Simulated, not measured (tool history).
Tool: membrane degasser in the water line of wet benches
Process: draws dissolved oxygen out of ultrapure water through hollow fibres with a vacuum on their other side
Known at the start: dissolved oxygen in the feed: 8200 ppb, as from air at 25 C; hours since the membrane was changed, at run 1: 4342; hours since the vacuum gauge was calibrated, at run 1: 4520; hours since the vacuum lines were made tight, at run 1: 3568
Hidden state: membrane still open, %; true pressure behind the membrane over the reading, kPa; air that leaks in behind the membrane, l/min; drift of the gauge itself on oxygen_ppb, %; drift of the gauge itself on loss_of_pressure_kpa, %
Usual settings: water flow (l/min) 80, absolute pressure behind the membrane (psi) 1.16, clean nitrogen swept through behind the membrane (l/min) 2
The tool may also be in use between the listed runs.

| run | day | water flow (l/min) | absolute pressure behind the membrane (psi) | clean nitrogen swept through behind the membrane (l/min) | hours since the membrane was changed | hours since the vacuum gauge was calibrated | hours since the vacuum lines were made tight | dissolved oxygen in the water behind the degasser (ppb) | pressure that the water loses in the fibres (psi) |
|---|---|---|---|---|---|---|---|---|---|
| 1 | 0 | 80 | 1.16 | 2 | 4342 | 4520 | 3568 | 499.1 | 7.426 |
|  | 0.625 | vacuum gauge calibrated |
| 2 | 2.429 | 80 | 0.745 | 2 | 4400 | 43 | 3626 | 275.3 | 7.351 |
| 3 | 5.142 | 80 | 0.745 | 2 | 4465 | 108 | 3691 | 276.7 | 7.345 |
| 4 | 9.008 | 80 | 2.754 | 2 | 4558 | 201 | 3784 | 1210.4 | 7.435 |
| 5 | 13.467 | 80 | 1.16 | 3.77 | 4665 | 308 | 3891 | 350 | 7.387 |
| 6 | 16.579 | 80 | 1.16 | 2 | 4740 | 383 | 3966 | 494.8 | 7.382 |
| 7 | 18.929 | 80 | 1.16 | 1.07 | 4796 | 439 | 4022 | 692.7 | 7.407 |
| 8 | 22.121 | 80 | 1.16 | 2 | 4873 | 516 | 4099 | 492.8 | 7.397 |
| 9 | 24.933 | 80 | 1.16 | 2 | 4940 | 583 | 4166 | 492.9 | 7.439 |
| 10 | 27.912 | 80 | 1.16 | 2.11 | 5012 | 655 | 4238 | 481.4 | 7.442 |
| 11 | 32.783 | 80 | 1.16 | 2.11 | 5129 | 772 | 4355 | 478.7 | 7.452 |
| 12 | 35.171 | 80 | 1.16 | 2.11 | 5186 | 829 | 4412 | 485 | 7.427 |
| 13 | 38.417 | 80 | 1.16 | 2.11 | 5264 | 907 | 4490 | 479.1 | 7.419 |
| 14 | 41.492 | 90 | 1.16 | 1.87 | 5338 | 981 | 4564 | 597.4 | 8.315 |
| 15 | 45.658 | 80 | 1.991 | 2.23 | 5438 | 1081 | 4663 | 840.2 | 7.359 |
| 16 | 48.75 | 56 | 0.817 | 1.83 | 5512 | 1155 | 4738 | 188.6 | 5.165 |
| 17 | 51.862 | 97 | 1.018 | 1.83 | 5586 | 1230 | 4812 | 594.4 | 9.027 |
| 18 | 55.029 | 105 | 1.17 | 3.3 | 5663 | 1306 | 4888 | 584.9 | 9.757 |
| 19 | 58.6 | 93 | 1.24 | 1.09 | 5748 | 1391 | 4974 | 896.9 | 8.641 |
| 20 | 62.046 | 76 | 0.795 | 2 | 5831 | 1474 | 5057 | 287.8 | 7.094 |
| 21 | 67.208 | 77 | 1.16 | 3.18 | 5955 | 1598 | 5181 | 363.8 | 7.12 |
| 22 | 70.975 | 112 | 1.16 | 3.18 | 6045 | 1688 | 5271 | 667.1 | 10.446 |
| 23 | 73.729 | 53 | 1.298 | 3.18 | 6111 | 1755 | 5337 | 243.6 | 4.92 |
| 24 | 76.896 | 93 | 2.216 | 2 | 6187 | 1830 | 5413 | 1147.4 | 8.696 |
| 25 | 81.862 | 65 | 1.706 | 2 | 6307 | 1950 | 5532 | 612.4 | 6.067 |
| 26 | 85.425 | 55 | 0.766 | 2.61 | 6392 | 2035 | 5618 | 135.1 | 5.127 |

Forecast each of these 4 alternatives for the next run:
| A | 88.308 | 71 | 1.16 | 4.38 | 6461 | 2104 | 5687 | ? | ? |
| B | 88.308 | 79 | 2.368 | 4.11 | 6461 | 2104 | 5687 | ? | ? |
| C | 88.308 | 55 | 0.766 | 3.03 | 6461 | 2104 | 5687 | ? | ? |
| D | 88.308 | 80 | 1.925 | 5.28 | 6461 | 2104 | 5687 | ? | ? |

| run | dissolved oxygen in the water behind the degasser (ppb) | pressure that the water loses in the fibres (psi) |
|---|---|---|
| A | 262.9 | 6.641 |
| B | 648.1 | 7.353 |
| C | 122 | 5.102 |
| D | 470.7 | 7.435 |
Without the tool's hidden state the same runs would have given:
| run | dissolved oxygen in the water behind the degasser (ppb) | pressure that the water loses in the fibres (psi) |
|---|---|---|
| A | 247.1 | 6.406 |
| B | 629 | 7.094 |
| C | 112.9 | 4.921 |
| D | 450.4 | 7.171 |

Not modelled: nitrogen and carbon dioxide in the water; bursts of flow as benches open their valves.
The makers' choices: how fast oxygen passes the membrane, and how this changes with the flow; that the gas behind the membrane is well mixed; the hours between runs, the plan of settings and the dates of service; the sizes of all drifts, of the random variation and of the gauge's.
